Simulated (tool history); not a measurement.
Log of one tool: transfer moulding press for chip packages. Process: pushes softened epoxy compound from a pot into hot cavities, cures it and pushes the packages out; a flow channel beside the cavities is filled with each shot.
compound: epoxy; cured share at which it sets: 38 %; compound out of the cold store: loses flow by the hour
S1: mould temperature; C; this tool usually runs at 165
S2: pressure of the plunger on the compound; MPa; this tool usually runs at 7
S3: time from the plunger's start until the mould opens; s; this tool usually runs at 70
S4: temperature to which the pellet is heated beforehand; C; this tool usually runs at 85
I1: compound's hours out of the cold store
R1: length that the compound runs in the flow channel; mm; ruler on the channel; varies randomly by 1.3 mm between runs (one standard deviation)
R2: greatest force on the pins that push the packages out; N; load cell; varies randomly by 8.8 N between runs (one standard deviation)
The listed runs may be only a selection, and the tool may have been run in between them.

{"run": 1, "hour": 0.0, "S1": 165, "S2": 7, "S3": 70, "S4": 85, "I1": 33.3, "R1": 631, "R2": 371}
{"hour": 36.0, "done": "cavities cleaned with cleaning compound and waxed"}
{"run": 2, "hour": 40.8, "S1": 165, "S2": 7, "S3": 70, "S4": 85, "I1": 28.4, "R1": 633, "R2": 431}
{"hour": 46.5, "done": "plunger's sealing rings changed"}
{"run": 3, "hour": 62.3, "S1": 165, "S2": 7, "S3": 70, "S4": 85, "I1": 47.2, "R1": 617, "R2": 540}
{"hour": 76.5, "done": "cavities cleaned with cleaning compound and waxed"}
{"run": 4, "hour": 103.8, "S1": 165, "S2": 7, "S3": 70, "S4": 77, "I1": 42, "R1": 626, "R2": 540}
{"hour": 113.5, "done": "cavities cleaned with cleaning compound and waxed"}
{"run": 5, "hour": 126.3, "S1": 165, "S2": 7, "S3": 70, "S4": 77, "I1": 21.6, "R1": 664, "R2": 484}
{"run": 6, "hour": 145.6, "S1": 165, "S2": 7, "S3": 70, "S4": 77, "I1": 38.1, "R1": 626, "R2": 553}
{"hour": 150.9, "done": "mould's thermocouples calibrated"}
{"hour": 152.4, "done": "cavities cleaned with cleaning compound and waxed"}
{"hour": 190.0, "done": "cavities cleaned with cleaning compound and waxed"}
{"run": 7, "hour": 191.1, "S1": 165, "S2": 7, "S3": 96, "S4": 85, "I1": 46.5, "R1": 603, "R2": 348}
{"run": 8, "hour": 213.3, "S1": 165, "S2": 7, "S3": 96, "S4": 85, "I1": 39.9, "R1": 612, "R2": 457}
{"hour": 227.2, "done": "cavities cleaned with cleaning compound and waxed"}
{"hour": 235.1, "done": "plunger's sealing rings changed"}
{"run": 9, "hour": 249.4, "S1": 165, "S2": 7, "S3": 96, "S4": 85, "I1": 30.2, "R1": 655, "R2": 452}
{"hour": 266.3, "done": "cavities cleaned with cleaning compound and waxed"}
{"run": 10, "hour": 290.8, "S1": 165, "S2": 7, "S3": 96, "S4": 85, "I1": 28.9, "R1": 652, "R2": 477}

What will run 11 give?
{"hour": 303.3, "done": "cavities cleaned with cleaning compound and waxed"}
{"run": 11, "hour": 315.6, "S1": 165, "S2": 6.64, "S3": 70, "S4": 81, "I1": 21.9, "R1": "?", "R2": "?"}

{"run 11": {"R1": 646, "R2": 488}}
On a tool with no hidden condition, and with the same random variation, this run would have come out at R1 659 mm, R2 403 N.

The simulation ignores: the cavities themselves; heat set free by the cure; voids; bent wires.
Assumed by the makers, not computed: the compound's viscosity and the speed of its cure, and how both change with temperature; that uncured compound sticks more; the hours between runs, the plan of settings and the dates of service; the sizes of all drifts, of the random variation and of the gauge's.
